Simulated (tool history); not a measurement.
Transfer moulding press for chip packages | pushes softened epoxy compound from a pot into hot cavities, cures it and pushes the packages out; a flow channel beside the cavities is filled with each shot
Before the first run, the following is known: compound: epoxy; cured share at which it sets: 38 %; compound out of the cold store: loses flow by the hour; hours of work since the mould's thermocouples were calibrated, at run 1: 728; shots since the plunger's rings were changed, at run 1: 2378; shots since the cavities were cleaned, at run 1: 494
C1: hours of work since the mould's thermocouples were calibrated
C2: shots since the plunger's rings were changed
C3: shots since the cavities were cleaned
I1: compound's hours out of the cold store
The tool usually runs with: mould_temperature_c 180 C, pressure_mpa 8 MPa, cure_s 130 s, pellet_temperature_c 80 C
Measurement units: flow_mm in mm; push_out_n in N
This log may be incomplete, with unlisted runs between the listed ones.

run 1 hour=0 | mould_temperature_c=180 pressure_mpa=8 cure_s=130 pellet_temperature_c=80 | C1=728 C2=2378 C3=494 | I1=37.8 | flow_mm=609 push_out_n=416
run 2 hour=28.3 | mould_temperature_c=180 pressure_mpa=8 cure_s=130 pellet_temperature_c=80 | C1=745 C2=2631 C3=747 | I1=10.7 | flow_mm=678 push_out_n=487
-- hour=54.9 cavities cleaned with cleaning compound and waxed
-- hour=68.9 plunger's sealing rings changed
run 3 hour=77.7 | mould_temperature_c=180 pressure_mpa=8.81 cure_s=130 pellet_temperature_c=80 | C1=772 C2=79 C3=181 | I1=39.4 | flow_mm=666 push_out_n=328
run 4 hour=111.2 | mould_temperature_c=180 pressure_mpa=8 cure_s=130 pellet_temperature_c=80 | C1=792 C2=378 C3=480 | I1=16.8 | flow_mm=699 push_out_n=423
run 5 hour=138.8 | mould_temperature_c=180 pressure_mpa=8 cure_s=130 pellet_temperature_c=80 | C1=809 C2=624 C3=726 | I1=9.8 | flow_mm=723 push_out_n=464
-- hour=166.5 cavities cleaned with cleaning compound and waxed
run 6 hour=169.3 | mould_temperature_c=180 pressure_mpa=8 cure_s=130 pellet_temperature_c=80 | C1=827 C2=884 C3=26 | I1=15.8 | flow_mm=699 push_out_n=305
run 7 hour=206 | mould_temperature_c=180 pressure_mpa=8 cure_s=130 pellet_temperature_c=80 | C1=849 C2=1211 C3=353 | I1=26.8 | flow_mm=659 push_out_n=362
-- hour=231.3 mould's thermocouples calibrated
run 8 hour=247.9 | mould_temperature_c=180 pressure_mpa=8 cure_s=130 pellet_temperature_c=80 | C1=10 C2=1568 C3=710 | I1=32.4 | flow_mm=635 push_out_n=432
-- hour=276.6 cavities cleaned with cleaning compound and waxed
run 9 hour=288.6 | mould_temperature_c=180 pressure_mpa=8 cure_s=130 pellet_temperature_c=80 | C1=34 C2=1917 C3=107 | I1=27.9 | flow_mm=648 push_out_n=334
run 10 hour=325.8 | mould_temperature_c=181 pressure_mpa=8 cure_s=130 pellet_temperature_c=80 | C1=56 C2=2249 C3=439 | I1=38.7 | flow_mm=607 push_out_n=380
run 11 hour=371.7 | mould_temperature_c=181 pressure_mpa=8 cure_s=130 pellet_temperature_c=80 | C1=84 C2=2660 C3=850 | I1=40.9 | flow_mm=593 push_out_n=428
-- hour=383.9 cavities cleaned with cleaning compound and waxed
-- hour=407.9 plunger's sealing rings changed
run 12 hour=424.3 | mould_temperature_c=180 pressure_mpa=8 cure_s=130 pellet_temperature_c=80 | C1=113 C2=146 C3=338 | I1=10.8 | flow_mm=717 push_out_n=395
run 13 hour=453.1 | mould_temperature_c=180 pressure_mpa=9.58 cure_s=130 pellet_temperature_c=80 | C1=131 C2=404 C3=596 | I1=11.7 | flow_mm=784 push_out_n=454
-- hour=494.7 cavities cleaned with cleaning compound and waxed
run 14 hour=496.8 | mould_temperature_c=180 pressure_mpa=8 cure_s=130 pellet_temperature_c=80 | C1=156 C2=780 C3=18 | I1=45 | flow_mm=610 push_out_n=295
run 15 hour=538.3 | mould_temperature_c=180 pressure_mpa=8 cure_s=130 pellet_temperature_c=80 | C1=181 C2=1151 C3=389 | I1=17.1 | flow_mm=684 push_out_n=407
run 16 hour=565.6 | mould_temperature_c=172 pressure_mpa=8 cure_s=130 pellet_temperature_c=88 | C1=198 C2=1395 C3=633 | I1=40.6 | flow_mm=636 push_out_n=675
run 17 hour=587.7 | mould_temperature_c=181 pressure_mpa=6.15 cure_s=130 pellet_temperature_c=73 | C1=211 C2=1592 C3=830 | I1=43.8 | flow_mm=527 push_out_n=443
-- hour=604.5 cavities cleaned with cleaning compound and waxed
run 18 hour=633.3 | mould_temperature_c=181 pressure_mpa=6.15 cure_s=130 pellet_temperature_c=73 | C1=238 C2=1986 C3=257 | I1=34.2 | flow_mm=544 push_out_n=350
run 19 hour=654.8 | mould_temperature_c=181 pressure_mpa=6.15 cure_s=130 pellet_temperature_c=73 | C1=251 C2=2179 C3=450 | I1=35.8 | flow_mm=539 push_out_n=398
run 20 hour=685.3 | mould_temperature_c=180 pressure_mpa=8.72 cure_s=144 pellet_temperature_c=73 | C1=269 C2=2451 C3=722 | I1=27.5 | flow_mm=667 push_out_n=414
-- hour=713.7 cavities cleaned with cleaning compound and waxed
run 21 hour=735.9 | mould_temperature_c=180 pressure_mpa=8.72 cure_s=144 pellet_temperature_c=73 | C1=299 C2=2890 C3=199 | I1=46.4 | flow_mm=607 push_out_n=312
-- hour=743.5 plunger's sealing rings changed
run 22 hour=764.1 | mould_temperature_c=173 pressure_mpa=8.25 cure_s=130 pellet_temperature_c=80 | C1=315 C2=184 C3=428 | I1=45.2 | flow_mm=651 push_out_n=593
run 23 hour=800.2 | mould_temperature_c=173 pressure_mpa=8.25 cure_s=130 pellet_temperature_c=80 | C1=336 C2=506 C3=750 | I1=21.4 | flow_mm=721 push_out_n=725
-- hour=824.4 cavities cleaned with cleaning compound and waxed
run 24 hour=837.9 | mould_temperature_c=173 pressure_mpa=8.25 cure_s=130 pellet_temperature_c=80 | C1=358 C2=829 C3=120 | I1=12.8 | flow_mm=748 push_out_n=551
run 25 hour=867 | mould_temperature_c=173 pressure_mpa=8.25 cure_s=130 pellet_temperature_c=80 | C1=376 C2=1090 C3=381 | I1=34.7 | flow_mm=659 push_out_n=614
run 26 hour=889.2 | mould_temperature_c=173 pressure_mpa=8.25 cure_s=130 pellet_temperature_c=80 | C1=389 C2=1288 C3=579 | I1=20.5 | flow_mm=713 push_out_n=665
-- hour=932.8 cavities cleaned with cleaning compound and waxed
run 27 hour=932.8 | mould_temperature_c=173 pressure_mpa=9.14 cure_s=130 pellet_temperature_c=89 | C1=415 C2=1663 C3=0 | I1=28.3 | flow_mm=713 push_out_n=443
run 28 hour=969.4 | mould_temperature_c=180 pressure_mpa=8.74 cure_s=150 pellet_temperature_c=86 | C1=437 C2=1990 C3=327 | I1=44.7 | flow_mm=624 push_out_n=333
run 29 hour=1010.5 | mould_temperature_c=180 pressure_mpa=8 cure_s=130 pellet_temperature_c=84 | C1=462 C2=2358 C3=695 | I1=24.9 | flow_mm=651 push_out_n=444

3 ways to go on from here, each from the tool as it stands after run 29. What would each give?
-- hour=1041.1 cavities cleaned with cleaning compound and waxed
run A hour=1043.6 | mould_temperature_c=181 pressure_mpa=6.65 cure_s=158 pellet_temperature_c=80 | C1=481 C2=2639 C3=22 | I1=26.5 | flow_mm=? push_out_n=?
-- hour=1041.1 cavities cleaned with cleaning compound and waxed
run B hour=1043.6 | mould_temperature_c=176 pressure_mpa=9.93 cure_s=130 pellet_temperature_c=80 | C1=481 C2=2639 C3=22 | I1=16 | flow_mm=? push_out_n=?
-- hour=1041.1 cavities cleaned with cleaning compound and waxed
run C hour=1043.6 | mould_temperature_c=180 pressure_mpa=9.18 cure_s=130 pellet_temperature_c=84 | C1=481 C2=2639 C3=22 | I1=34.9 | flow_mm=? push_out_n=?

run=A flow_mm=576 push_out_n=264
run=B flow_mm=760 push_out_n=393
run=C flow_mm=659 push_out_n=303
Had the tool no hidden state, the same runs would have come out as:
run=A flow_mm=612 push_out_n=256
run=B flow_mm=807 push_out_n=403
run=C flow_mm=700 push_out_n=301
